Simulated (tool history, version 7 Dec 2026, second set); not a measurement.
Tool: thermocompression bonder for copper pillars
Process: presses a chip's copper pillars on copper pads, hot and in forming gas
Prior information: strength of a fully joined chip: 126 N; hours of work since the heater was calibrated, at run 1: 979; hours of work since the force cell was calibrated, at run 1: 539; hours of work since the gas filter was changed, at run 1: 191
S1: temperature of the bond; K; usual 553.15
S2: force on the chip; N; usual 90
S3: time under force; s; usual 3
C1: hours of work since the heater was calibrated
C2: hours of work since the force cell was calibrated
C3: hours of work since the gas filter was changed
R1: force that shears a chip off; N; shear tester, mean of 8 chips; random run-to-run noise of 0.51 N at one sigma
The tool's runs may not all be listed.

run    hour      S1   S2  S3    C1    C2   C3    R1
  1       0  553.15   90   3   979   539  191  58.3
  2    32.5  580.15   90   3   997   557  209  76.4
  3      52  580.15   90   3  1008   568  220    76
  4    77.8  553.15   90   3  1023   583  235  58.2
  5    94.3  553.15   92   3  1032   592  244  59.3
  6   132.7  553.15   90   3  1054   614  266  58.8
  7   167.2  553.15   90   3  1074   634  286  58.5
  8   198.5  553.15   90   3  1092   652  303  58.5
  9   230.5  553.15   90   3  1110   670  322  58.6
 10   267.6  553.15   90   3  1131   691  343  58.2
 11   290.6  553.15   90   3  1144   704  356  58.4
 12   314.9  557.15   90   3  1158   718  370  61.4
 13   336.5  553.15   90   2  1170   730  382  50.1
 14   358.8  576.15   90   2  1183   743  395  64.8
      362.9  -- forming gas filter changed
 15   377.1  553.15   90   3  1193   753    8  58.3
 16   394.7  553.15   90   3  1203   763   18  59.1
 17   417.2  553.15   90   3  1216   776   31  58.3
 18     437  553.15   90   3  1227   787   42  59.3
 19   455.2  553.15   90   3  1237   797   53  58.9
      463.7  -- heater calibrated with a thermocouple chip
 20   493.1  553.15   90   2    17   818   73  50.8
 21   527.1  553.15   90   2    36   837   92  50.9
 22     547  553.15   84   6    47   848  104  71.6
 23   569.3  547.15  109   3    60   861  116  62.4
 24   597.6  547.15  109   3    76   877  132  62.5
 25   632.6  547.15   75   3    96   897  152  46.8
 26   660.4  532.15   83   8   112   913  168  62.8
 27   700.5  568.15   84   4   135   936  191  72.6
 28     725  568.15   84   4   149   950  205  72.2
 29   747.8  568.15   84   4   162   963  218  71.8
 30   783.7  560.15  129   2   182   983  238  69.6
 31   810.2  553.15   90   3   197   998  253  58.5
 32   826.9  555.15  114   3   207  1008  263  69.6
 33   867.8  555.15  114   3   230  1031  286  69.2
 34   908.3  569.15   90   2   253  1054  309  60.4
 35   943.6  547.15   76   6   273  1074  329  63.3
 36   970.4  549.15   90   5   288  1089  345  67.2
 37  1007.3  569.15   66   3   309  1110  366  57.2
 38  1026.5  553.15   60   3   320  1121  376  44.2

Run 39 comes next. What will it give?
 39  1059.5  553.15  60   3  339  1140  395   ?

R1: 44.3 N
Minus the tool's unlogged condition, the same run would have read R1 44.3 N.
